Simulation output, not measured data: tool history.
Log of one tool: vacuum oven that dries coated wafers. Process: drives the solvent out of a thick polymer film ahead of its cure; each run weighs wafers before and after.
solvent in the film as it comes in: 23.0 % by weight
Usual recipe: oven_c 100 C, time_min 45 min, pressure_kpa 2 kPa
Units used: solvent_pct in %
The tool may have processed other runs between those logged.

run	hour	oven_c	time_min	pressure_kpa	solvent_pct
1	0	100	45	2	2.31
2	36.2	100	45	2	2.28
3	110.1	100	41	2	2.68
4	157.3	100	41	4.18	3.4
5	214.1	106	45	2	1.18
# hour 231.3: oven's thermocouples calibrated
6	271.4	106	45	2	1.29
7	329.9	100	45	7.47	4.35
8	392.5	100	45	2	2.48
9	442	100	45	2	2.47
10	498.4	100	45	2	2.46
11	528.6	100	45	2	2.5
12	559.1	100	45	2	2.47
13	614.6	100	45	6.45	4.01
14	653.5	100	45	6.45	4.01
15	712.9	100	45	2	2.44
16	747	100	45	2	2.45
17	811	100	45	2	2.48
18	842.8	100	45	2	2.49
19	890	100	45	2	2.44
20	938.2	100	45	2	2.48
21	1003.9	100	45	2	2.44
22	1071.2	100	45	2	2.47
23	1111.6	100	45	2	2.46
24	1173.1	100	45	2	2.46
25	1221.7	108	65	2	0.69
26	1262	102	32	4.99	4.29
27	1325	102	32	4.99	4.29
28	1374.1	102	32	4.99	4.34
29	1421.3	92	45	2	5.07
30	1468.4	87	24	2	11.04
31	1528.5	87	24	2	11.05
32	1575	96	74	4.73	2.92
33	1617.4	111	74	4.73	1.33
34	1647.7	90	74	1.04	2.74
35	1702.2	90	74	1.04	2.74
36	1736.8	90	74	1.04	2.75
37	1784.3	90	74	1.04	2.75
38	1827	90	74	1.04	2.76
39	1881.4	111	36	6.86	2.23
40	1917.4	105	43	2.84	1.8
41	1962.5	92	33	2.84	7.28
42	1998.2	96	54	2	2.76
43	2052	107	44	2	1.22
44	2109.6	107	44	1.19	1
45	2155.3	100	41	1.21	2.54
# hour 2178.9: oven's thermocouples calibrated
46	2228.7	100	41	1.21	2.82

Branching from run 46: 5 alternative next runs. What would each branch give?
A	2289.8	100	26	4.84	?
B	2289.8	87	45	2	?
C	2289.8	100	38	2.1	?
D	2289.8	112	30	5.09	?
E	2289.8	100	45	5.51	?

run	solvent_pct
A	6.39
B	7.56
C	3.43
D	2.2
E	3.85
Had the tool no hidden state, the same runs would have come out as:
run	solvent_pct
A	6.15
B	7.22
C	3.18
D	2.03
E	3.6

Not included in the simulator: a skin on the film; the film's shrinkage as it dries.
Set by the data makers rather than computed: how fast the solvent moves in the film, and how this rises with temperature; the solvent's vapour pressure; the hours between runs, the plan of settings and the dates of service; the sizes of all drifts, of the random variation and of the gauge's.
